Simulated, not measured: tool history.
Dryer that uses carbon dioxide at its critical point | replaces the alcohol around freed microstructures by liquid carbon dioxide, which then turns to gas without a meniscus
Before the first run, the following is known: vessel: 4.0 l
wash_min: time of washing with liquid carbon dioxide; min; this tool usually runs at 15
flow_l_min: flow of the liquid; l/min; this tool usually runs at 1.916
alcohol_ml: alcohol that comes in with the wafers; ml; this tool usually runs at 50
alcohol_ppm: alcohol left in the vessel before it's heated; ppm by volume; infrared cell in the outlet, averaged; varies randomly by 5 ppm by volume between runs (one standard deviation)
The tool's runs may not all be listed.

{"run": 1, "hour": 0.0, "wash_min": 15, "flow_l_min": 1.916, "alcohol_ml": 50, "alcohol_ppm": 50}
{"run": 2, "hour": 8.0, "wash_min": 15, "flow_l_min": 1.916, "alcohol_ml": 50, "alcohol_ppm": 63}
{"run": 3, "hour": 13.5, "wash_min": 15, "flow_l_min": 1.916, "alcohol_ml": 50, "alcohol_ppm": 57}
{"run": 4, "hour": 20.9, "wash_min": 15, "flow_l_min": 1.916, "alcohol_ml": 50, "alcohol_ppm": 64}
{"run": 5, "hour": 26.0, "wash_min": 15, "flow_l_min": 1.916, "alcohol_ml": 46, "alcohol_ppm": 54}
{"run": 6, "hour": 34.4, "wash_min": 15, "flow_l_min": 1.916, "alcohol_ml": 44, "alcohol_ppm": 62}
{"run": 7, "hour": 42.2, "wash_min": 15, "flow_l_min": 1.916, "alcohol_ml": 44, "alcohol_ppm": 63}
{"run": 8, "hour": 47.7, "wash_min": 15, "flow_l_min": 1.916, "alcohol_ml": 44, "alcohol_ppm": 59}
{"run": 9, "hour": 55.5, "wash_min": 15, "flow_l_min": 1.916, "alcohol_ml": 44, "alcohol_ppm": 49}
{"run": 10, "hour": 59.7, "wash_min": 15, "flow_l_min": 1.916, "alcohol_ml": 44, "alcohol_ppm": 64}
{"run": 11, "hour": 69.1, "wash_min": 15, "flow_l_min": 1.916, "alcohol_ml": 44, "alcohol_ppm": 67}
{"run": 12, "hour": 76.4, "wash_min": 15, "flow_l_min": 1.916, "alcohol_ml": 55, "alcohol_ppm": 70}
{"run": 13, "hour": 81.8, "wash_min": 15, "flow_l_min": 1.916, "alcohol_ml": 55, "alcohol_ppm": 70}
{"run": 14, "hour": 88.3, "wash_min": 15, "flow_l_min": 1.916, "alcohol_ml": 55, "alcohol_ppm": 70}
{"run": 15, "hour": 93.7, "wash_min": 15, "flow_l_min": 2.04, "alcohol_ml": 50, "alcohol_ppm": 53}
{"run": 16, "hour": 98.2, "wash_min": 15, "flow_l_min": 2.04, "alcohol_ml": 50, "alcohol_ppm": 51}
{"run": 17, "hour": 104.6, "wash_min": 15, "flow_l_min": 1.916, "alcohol_ml": 50, "alcohol_ppm": 59}
{"run": 18, "hour": 109.1, "wash_min": 10, "flow_l_min": 1.916, "alcohol_ml": 50, "alcohol_ppm": 324}
{"run": 19, "hour": 116.1, "wash_min": 10, "flow_l_min": 1.916, "alcohol_ml": 50, "alcohol_ppm": 320}
{"run": 20, "hour": 124.5, "wash_min": 15, "flow_l_min": 1.916, "alcohol_ml": 116, "alcohol_ppm": 146}
{"run": 21, "hour": 130.2, "wash_min": 15, "flow_l_min": 1.916, "alcohol_ml": 116, "alcohol_ppm": 150}
{"run": 22, "hour": 137.9, "wash_min": 15, "flow_l_min": 1.916, "alcohol_ml": 116, "alcohol_ppm": 142}
{"run": 23, "hour": 143.7, "wash_min": 15, "flow_l_min": 1.916, "alcohol_ml": 116, "alcohol_ppm": 128}
{"run": 24, "hour": 151.2, "wash_min": 15, "flow_l_min": 1.916, "alcohol_ml": 116, "alcohol_ppm": 139}
{"run": 25, "hour": 156.9, "wash_min": 15, "flow_l_min": 1.916, "alcohol_ml": 116, "alcohol_ppm": 132}
{"run": 26, "hour": 162.4, "wash_min": 15, "flow_l_min": 3.1, "alcohol_ml": 50, "alcohol_ppm": 23}
{"run": 27, "hour": 166.4, "wash_min": 15, "flow_l_min": 3.1, "alcohol_ml": 50, "alcohol_ppm": 16}
{"run": 28, "hour": 175.0, "wash_min": 24, "flow_l_min": 2.17, "alcohol_ml": 44, "alcohol_ppm": 24}
{"run": 29, "hour": 179.8, "wash_min": 24, "flow_l_min": 2.17, "alcohol_ml": 44, "alcohol_ppm": 32}
{"run": 30, "hour": 185.1, "wash_min": 16, "flow_l_min": 2.17, "alcohol_ml": 44, "alcohol_ppm": 36}
{"run": 31, "hour": 192.0, "wash_min": 14, "flow_l_min": 1.46, "alcohol_ml": 36, "alcohol_ppm": 225}
{"run": 32, "hour": 201.3, "wash_min": 14, "flow_l_min": 3.22, "alcohol_ml": 52, "alcohol_ppm": 27}
{"run": 33, "hour": 207.4, "wash_min": 14, "flow_l_min": 3.22, "alcohol_ml": 52, "alcohol_ppm": 32}
{"run": 34, "hour": 215.6, "wash_min": 23, "flow_l_min": 3.0, "alcohol_ml": 50, "alcohol_ppm": 34}
{"run": 35, "hour": 221.5, "wash_min": 11, "flow_l_min": 1.39, "alcohol_ml": 85, "alcohol_ppm": 1277}
{"run": 36, "hour": 231.0, "wash_min": 18, "flow_l_min": 1.77, "alcohol_ml": 74, "alcohol_ppm": 79}
{"run": 37, "hour": 238.7, "wash_min": 18, "flow_l_min": 1.77, "alcohol_ml": 74, "alcohol_ppm": 67}
{"run": 38, "hour": 243.4, "wash_min": 19, "flow_l_min": 2.1, "alcohol_ml": 34, "alcohol_ppm": 31}
{"run": 39, "hour": 247.4, "wash_min": 17, "flow_l_min": 1.41, "alcohol_ml": 34, "alcohol_ppm": 131}
{"run": 40, "hour": 251.5, "wash_min": 20, "flow_l_min": 1.27, "alcohol_ml": 76, "alcohol_ppm": 207}
{"run": 41, "hour": 260.0, "wash_min": 20, "flow_l_min": 2.93, "alcohol_ml": 64, "alcohol_ppm": 31}
{"run": 42, "hour": 266.1, "wash_min": 20, "flow_l_min": 2.93, "alcohol_ml": 64, "alcohol_ppm": 20}
{"run": 43, "hour": 274.9, "wash_min": 20, "flow_l_min": 2.93, "alcohol_ml": 69, "alcohol_ppm": 27}
{"run": 44, "hour": 284.3, "wash_min": 24, "flow_l_min": 2.93, "alcohol_ml": 69, "alcohol_ppm": 28}
{"run": 45, "hour": 293.4, "wash_min": 24, "flow_l_min": 2.93, "alcohol_ml": 69, "alcohol_ppm": 36}
{"run": 46, "hour": 297.7, "wash_min": 24, "flow_l_min": 2.93, "alcohol_ml": 69, "alcohol_ppm": 30}
{"run": 47, "hour": 303.3, "wash_min": 15, "flow_l_min": 1.9, "alcohol_ml": 50, "alcohol_ppm": 91}

Hidden state or all else? Some run-to-run changes of alcohol_ppm, split into what the settings, what came in and random variation would give without the hidden state, and what is left for the hidden state (with any gauge scatter that isn't in both results):
Hidden state at play: flow that reaches the vessel past the clogged filter, %; alcohol in the recycled carbon dioxide, ppm; drift of the gauge itself on alcohol_ppm, %.
Run 17 -> 18: wash_min 15 -> 10. alcohol_ppm +265 ppm by volume: hidden state +86, all else +179.
Run 34 -> 35: wash_min 23 -> 11, flow_l_min 3.000 -> 1.390, alcohol_ml 50 -> 85. alcohol_ppm +1243 ppm by volume: hidden state +396, all else +847.
Run 35 -> 36: wash_min 11 -> 18, flow_l_min 1.390 -> 1.770, alcohol_ml 85 -> 74. alcohol_ppm -1198 ppm by volume: hidden state -369, all else -829.

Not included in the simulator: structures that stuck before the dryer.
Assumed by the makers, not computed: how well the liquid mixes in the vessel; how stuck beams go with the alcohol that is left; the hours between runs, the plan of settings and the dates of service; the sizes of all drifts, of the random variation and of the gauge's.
